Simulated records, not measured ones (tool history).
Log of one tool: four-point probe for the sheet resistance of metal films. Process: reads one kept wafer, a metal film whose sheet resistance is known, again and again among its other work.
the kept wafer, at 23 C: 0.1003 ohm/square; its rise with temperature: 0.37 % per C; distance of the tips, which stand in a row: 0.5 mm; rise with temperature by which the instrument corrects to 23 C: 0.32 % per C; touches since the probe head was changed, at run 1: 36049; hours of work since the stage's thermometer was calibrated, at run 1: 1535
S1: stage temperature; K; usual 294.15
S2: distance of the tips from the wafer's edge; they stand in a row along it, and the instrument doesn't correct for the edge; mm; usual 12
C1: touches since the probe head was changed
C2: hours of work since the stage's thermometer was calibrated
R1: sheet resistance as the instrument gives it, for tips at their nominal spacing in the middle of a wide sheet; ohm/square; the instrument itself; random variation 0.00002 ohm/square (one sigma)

run 1 day=0.000 | S1=294.15 S2=12 | C1=36049 C2=1535 | R1=0.100126
run 2 day=1.117 | S1=301.15 S2=12 | C1=36806 C2=1554 | R1=0.100474
run 3 day=2.679 | S1=301.15 S2=12 | C1=37867 C2=1580 | R1=0.100467
run 4 day=4.204 | S1=301.15 S2=12 | C1=38903 C2=1606 | R1=0.100422
-- day=5.042 stage's thermometer calibrated
run 5 day=6.492 | S1=301.15 S2=12 | C1=40441 C2=25 | R1=0.100345
run 6 day=8.708 | S1=294.15 S2=12 | C1=41945 C2=62 | R1=0.099972
run 7 day=10.304 | S1=294.15 S2=12 | C1=43029 C2=90 | R1=0.099967
-- day=11.396 stage's thermometer calibrated, once more
run 8 day=11.396 | S1=294.15 S2=12 | C1=43756 C2=0 | R1=0.100199
run 9 day=13.225 | S1=294.15 S2=12 | C1=44995 C2=31 | R1=0.100173
run 10 day=15.188 | S1=307.15 S2=12 | C1=46328 C2=64 | R1=0.100813
run 11 day=16.158 | S1=307.15 S2=12 | C1=46987 C2=81 | R1=0.100799
run 12 day=17.383 | S1=307.15 S2=12 | C1=47817 C2=102 | R1=0.100786
run 13 day=18.788 | S1=307.15 S2=12 | C1=48771 C2=126 | R1=0.100749
run 14 day=21.054 | S1=294.15 S2=12 | C1=50307 C2=164 | R1=0.100093
run 15 day=22.671 | S1=294.15 S2=12 | C1=51406 C2=192 | R1=0.100080
run 16 day=24.921 | S1=297.15 S2=12 | C1=52933 C2=230 | R1=0.100234
run 17 day=26.667 | S1=297.15 S2=12 | C1=54119 C2=260 | R1=0.100182
run 18 day=28.746 | S1=297.15 S2=12 | C1=55530 C2=295 | R1=0.100193
run 19 day=30.679 | S1=296.15 S2=11 | C1=56840 C2=328 | R1=0.100166
run 20 day=32.950 | S1=293.15 S2=61 | C1=58380 C2=367 | R1=0.099915
run 21 day=35.079 | S1=307.15 S2=14 | C1=59827 C2=403 | R1=0.100599
run 22 day=37.158 | S1=294.15 S2=58 | C1=61237 C2=438 | R1=0.099910
run 23 day=38.546 | S1=297.15 S2=55 | C1=62180 C2=462 | R1=0.100033
run 24 day=40.479 | S1=305.15 S2=5 | C1=63491 C2=495 | R1=0.100925
run 25 day=42.696 | S1=305.15 S2=5 | C1=64997 C2=533 | R1=0.100898
run 26 day=44.400 | S1=305.15 S2=6 | C1=66153 C2=562 | R1=0.100748
run 27 day=46.312 | S1=305.15 S2=6 | C1=67450 C2=594 | R1=0.100760

5 ways to go on from here, each from the tool as it stands after run 27. What would each give?
run A day=47.925 | S1=293.15 S2=9 | C1=68544 C2=622 | R1=?
run B day=47.925 | S1=305.15 S2=15 | C1=68544 C2=622 | R1=?
run C day=47.925 | S1=304.15 S2=56 | C1=68544 C2=622 | R1=?
run D day=47.925 | S1=298.15 S2=6 | C1=68544 C2=622 | R1=?
run E day=47.925 | S1=291.15 S2=36 | C1=68544 C2=622 | R1=?

run=A R1=0.099902
run=B R1=0.100381
run=C R1=0.100255
run=D R1=0.100382
run=E R1=0.099666
Without the tool's hidden state the same runs would have given:
run=A R1=0.100308
run=B R1=0.100786
run=C R1=0.100659
run=D R1=0.100788
run=E R1=0.100071

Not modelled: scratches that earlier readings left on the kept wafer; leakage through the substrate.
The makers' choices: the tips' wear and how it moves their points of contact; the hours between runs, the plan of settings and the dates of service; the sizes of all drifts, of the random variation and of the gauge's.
